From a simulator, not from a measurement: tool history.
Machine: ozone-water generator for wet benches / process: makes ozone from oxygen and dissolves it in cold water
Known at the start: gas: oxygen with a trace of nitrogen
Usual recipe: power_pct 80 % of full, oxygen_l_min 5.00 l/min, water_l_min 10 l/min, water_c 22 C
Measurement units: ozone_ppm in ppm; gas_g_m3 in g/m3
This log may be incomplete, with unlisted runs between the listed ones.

run,hour,power_pct,oxygen_l_min,water_l_min,water_c,ozone_ppm,gas_g_m3
1,0.0,80,5.00,10,22,24.1,244.7
2,73.6,80,5.00,10,22,24.3,243.4
3,145.7,80,5.00,10,22,24.4,244.9
4,216.6,80,5.00,10,22,24.7,241.4
5,277.0,80,5.00,10,22,24.1,245.7
6,378.0,80,5.00,10,22,24.2,243.3
7,451.6,80,5.00,10,22,23.9,242.4
8,520.3,80,3.23,10,22,25.4,304.4
9,620.4,80,3.23,10,22,25.3,304.3
10,717.6,80,3.23,9,22,27.6,303.3
11,822.4,80,3.23,9,22,27.7,306.8
12,915.4,80,3.23,9,22,27.6,300.2
13,1011.1,80,5.00,14,22,18.0,240.2
14,1106.2,45,5.00,10,22,14.9,149.4
15,1167.7,80,5.00,10,22,23.8,239.1
16,1251.4,80,5.00,10,22,23.6,239.2
17,1342.4,80,5.00,10,22,23.5,237.6
18,1451.2,80,3.47,16,22,15.7,289.0
19,1542.9,86,2.52,14,22,18.7,363.3
20,1621.8,63,6.13,10,22,18.5,172.9
21,1684.9,63,6.13,10,22,18.6,174.2
22,1749.5,63,6.13,10,22,18.3,172.8
23,1831.8,80,5.00,12,22,20.3,237.2
24,1899.8,80,6.66,10,21,22.6,206.2
25,1986.2,44,3.04,7,18,21.8,188.7
26,2070.1,44,3.04,7,18,22.3,187.5
27,2161.0,59,5.00,7,28,20.2,183.7
28,2211.1,98,6.18,8,28,26.3,247.4
29,2258.2,98,6.18,8,28,26.1,248.7
30,2303.1,41,6.51,10,26,11.7,118.2
# hour 2347.7: contactor cleaned
31,2365.4,41,6.51,10,26,12.0,118.0
32,2423.1,61,5.30,9,20,21.5,182.3
33,2468.2,80,5.00,10,27,21.6,232.5

What if the next run were any one of these 4? Each begins from the tool's condition after run 33:
A,2539.7,80,8.70,15,27,?,?
B,2539.7,97,5.00,10,22,?,?
C,2539.7,80,5.00,10,18,?,?
D,2539.7,96,5.00,12,17,?,?

run,ozone_ppm,gas_g_m3
A,14.1,175.4
B,27.9,272.3
C,25.8,233.4
D,25.9,268.9
Stripped of hidden state, with their random variation kept, the same runs would have yielded:
run,ozone_ppm,gas_g_m3
A,15.6,192.7
B,31.4,303.4
C,28.7,256.5
D,29.2,299.4

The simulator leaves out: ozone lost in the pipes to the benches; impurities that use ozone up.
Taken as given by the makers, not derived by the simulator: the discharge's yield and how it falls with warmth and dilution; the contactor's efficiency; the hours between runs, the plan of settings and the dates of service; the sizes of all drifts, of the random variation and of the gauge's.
